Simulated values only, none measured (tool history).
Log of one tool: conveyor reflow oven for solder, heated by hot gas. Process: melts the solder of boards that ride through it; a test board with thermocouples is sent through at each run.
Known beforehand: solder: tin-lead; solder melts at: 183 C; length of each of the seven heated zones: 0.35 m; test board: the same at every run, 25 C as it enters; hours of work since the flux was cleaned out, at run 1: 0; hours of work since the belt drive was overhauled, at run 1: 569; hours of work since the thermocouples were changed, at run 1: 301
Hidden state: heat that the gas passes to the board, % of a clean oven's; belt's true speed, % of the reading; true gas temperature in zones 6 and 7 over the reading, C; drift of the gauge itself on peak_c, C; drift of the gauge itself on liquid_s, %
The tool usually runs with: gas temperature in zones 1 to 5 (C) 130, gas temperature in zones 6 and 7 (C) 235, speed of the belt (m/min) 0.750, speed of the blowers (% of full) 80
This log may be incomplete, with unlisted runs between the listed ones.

run	day	gas temperature in zones 1 to 5 (C)	gas temperature in zones 6 and 7 (C)	speed of the belt (m/min)	speed of the blowers (% of full)	hours of work since the flux was cleaned out	hours of work since the belt drive was overhauled	hours of work since the thermocouples were changed	highest temperature of the board (C)	time above the solder's melting point (s)
1	0.000	130	235	0.750	80	0	569	301	219.3	42.17
2	0.825	130	235	0.750	80	12	581	313	218.8	41.96
3	2.417	130	235	0.750	80	34	603	335	218.7	41.95
4	3.325	130	235	0.750	80	47	616	348	218.9	41.78
5	4.496	130	235	0.750	80	64	633	365	218.5	41.73
6	6.383	130	235	0.750	80	91	660	392	218.4	41.73
7	7.646	130	235	0.750	80	109	678	410	218.3	41.63
8	8.467	130	235	0.750	80	121	689	421	218.1	41.47
9	10.388	130	235	0.750	80	148	717	449	218.3	41.39
10	11.579	130	235	0.607	80	165	734	466	223.6	55.94
11	13.421	130	235	0.607	80	191	760	492	223.1	55.97
12	14.917	130	235	0.750	81	213	781	513	217.8	41.12
# day 16.079: flux residue cleaned out of gas plates and filters
13	16.983	130	235	0.750	81	13	808	540	218.8	42.12
14	17.888	130	235	0.750	81	26	821	553	218.7	42.04
15	19.521	130	235	0.750	80	49	844	576	218.1	41.59
16	21.017	130	235	0.750	80	70	865	597	218.4	41.70
17	22.454	130	235	0.753	81	91	886	618	218.1	41.54
18	23.292	130	235	0.753	81	103	898	630	217.9	41.35
19	24.996	115	235	0.753	53	127	922	654	206.0	28.79
# day 26.021: thermocouples of zones 6 and 7 changed
20	26.229	115	235	0.753	53	143	938	3	207.7	30.35
21	27.917	130	235	0.750	71	168	962	27	217.5	40.97
22	29.183	141	250	0.750	54	186	980	45	227.0	48.16
23	30.462	130	230	0.856	57	204	999	63	202.9	25.28
# day 32.242: flux residue cleaned out of gas plates and filters
24	32.242	130	240	0.699	57	0	1021	86	220.8	45.68
25	34.200	118	237	0.718	79	28	1049	114	221.3	43.05
26	35.775	122	235	0.750	80	50	1071	136	218.8	40.43
# day 36.650: belt drive overhauled, speed set with a stopwatch
27	37.221	118	229	0.698	53	69	8	154	205.8	31.48
28	38.429	130	229	0.796	53	86	25	171	203.1	26.89
29	39.608	121	242	0.750	80	103	42	188	223.5	41.70
30	40.671	133	245	0.659	83	118	57	203	232.8	55.10

Forecast each of these 3 alternatives for the next run:
A	42.354	118	248	0.750	63	142	81	227	?	?
B	42.354	133	245	0.841	83	142	81	227	?	?
C	42.354	133	241	0.659	75	142	81	227	?	?

run	highest temperature of the board (C)	time above the solder's melting point (s)
A	223.0	40.29
B	224.6	39.56
C	227.0	52.56
Without the tool's hidden state the same runs would have given:
run	highest temperature of the board (C)	time above the solder's melting point (s)
A	224.6	41.16
B	226.3	40.29
C	228.5	53.26
